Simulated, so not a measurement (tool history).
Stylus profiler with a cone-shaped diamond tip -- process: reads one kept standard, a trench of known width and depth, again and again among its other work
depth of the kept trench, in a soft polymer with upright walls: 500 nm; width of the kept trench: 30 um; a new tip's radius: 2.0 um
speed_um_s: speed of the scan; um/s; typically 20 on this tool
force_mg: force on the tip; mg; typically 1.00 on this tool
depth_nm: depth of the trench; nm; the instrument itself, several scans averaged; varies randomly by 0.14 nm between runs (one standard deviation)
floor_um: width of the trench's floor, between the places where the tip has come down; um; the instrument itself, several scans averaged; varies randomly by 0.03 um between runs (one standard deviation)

| run | hour | speed_um_s | force_mg | depth_nm | floor_um |
|---|---|---|---|---|---|
| 1 | 0.0 | 20 | 1.00 | 501.93 | 26.85 |
| 2 | 13.2 | 20 | 1.00 | 501.76 | 26.91 |
| 3 | 29.4 | 6 | 1.00 | 502.02 | 27.01 |
| 4 | 49.5 | 20 | 1.00 | 501.86 | 26.87 |
| 5 | 61.3 | 20 | 1.00 | 501.81 | 26.86 |
| 6 | 76.3 | 20 | 1.00 | 501.56 | 26.84 |
| 7 | 93.4 | 65 | 0.56 | 501.25 | 26.43 |
| 8 | 116.4 | 65 | 0.56 | 501.40 | 26.43 |
| 9 | 140.5 | 65 | 0.56 | 501.19 | 26.45 |
| 10 | 162.0 | 65 | 0.56 | 501.25 | 26.46 |
| 11 | 176.1 | 69 | 0.80 | 501.49 | 26.39 |

Below are 3 alternative next runs, each starting from the tool's condition after run 11. Predict each:
| A | 193.9 | 25 | 1.60 | ? | ? |
| B | 193.9 | 68 | 1.75 | ? | ? |
| C | 193.9 | 69 | 0.52 | ? | ? |

| run | depth_nm | floor_um |
|---|---|---|
| A | 502.52 | 26.83 |
| B | 502.78 | 26.60 |
| C | 501.22 | 26.37 |
Take away the tool's hidden state, keep each run's random variation, and the runs would have read:
| run | depth_nm | floor_um |
|---|---|---|
| A | 502.80 | 27.26 |
| B | 503.06 | 27.03 |
| C | 501.50 | 26.80 |

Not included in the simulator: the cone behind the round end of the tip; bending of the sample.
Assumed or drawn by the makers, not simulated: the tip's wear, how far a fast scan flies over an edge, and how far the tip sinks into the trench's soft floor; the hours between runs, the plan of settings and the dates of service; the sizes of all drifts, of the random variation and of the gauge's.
